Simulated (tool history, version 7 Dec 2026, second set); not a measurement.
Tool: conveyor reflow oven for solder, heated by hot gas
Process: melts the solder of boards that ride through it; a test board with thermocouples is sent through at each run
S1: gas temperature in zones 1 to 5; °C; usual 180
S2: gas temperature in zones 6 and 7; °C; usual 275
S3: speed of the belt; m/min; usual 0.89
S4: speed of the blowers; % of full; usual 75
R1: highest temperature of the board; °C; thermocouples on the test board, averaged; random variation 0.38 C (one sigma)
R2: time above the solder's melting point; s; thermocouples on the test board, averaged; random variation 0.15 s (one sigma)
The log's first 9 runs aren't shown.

run	hour	S1	S2	S3	S4	R1	R2
10	139.5	180	275	0.89	75	254.4	36.7
11	158.1	180	275	0.89	75	254.6	36.8
12	172.5	180	275	0.89	75	254.9	36.7
13	186.1	180	275	0.89	75	253.7	36.3
14	201.1	180	275	0.89	75	253.6	36.5
15	218.4	180	275	0.89	75	254	36.7
16	235.6	180	275	1.063	75	247	26.5
17	244.9	180	275	0.89	82	255.2	37.4
18	254.6	177	288	0.71	73	272.1	53.7
19	270.9	188	271	0.8	64	253.6	42.9
20	286.1	179	277	1.063	90	252.5	29.4
21	304.3	165	285	0.721	72	267	47.7
22	319.6	168	275	0.848	75	253.2	35.4
23	332.9	187	275	0.89	62	251.2	36.6
24	344.5	175	281	1.031	75	250.6	28.3
25	359.4	175	281	1.031	75	250.2	28.5
26	375.9	167	275	0.821	72	253.5	36.7
27	388.5	178	276	0.89	75	253.6	36
28	399.3	180	282	0.89	59	253.9	35.8
29	412	172	282	0.89	59	252.2	33
30	428.5	187	268	0.89	60	245.5	33.3

3 ways to go on from here, each from the tool as it stands after run 30. What would each give?
A	445.8	174	268	1.005	60	?	?
B	445.8	180	280	0.726	71	?	?
C	445.8	180	275	1.026	75	?	?

run	R1	R2
A	236.3	19.9
B	263.9	50.4
C	247.8	28.2
Without the tool's hidden state the same runs would have given:
run	R1	R2
A	237.6	21.1
B	264.4	50.4
C	249.3	29.1
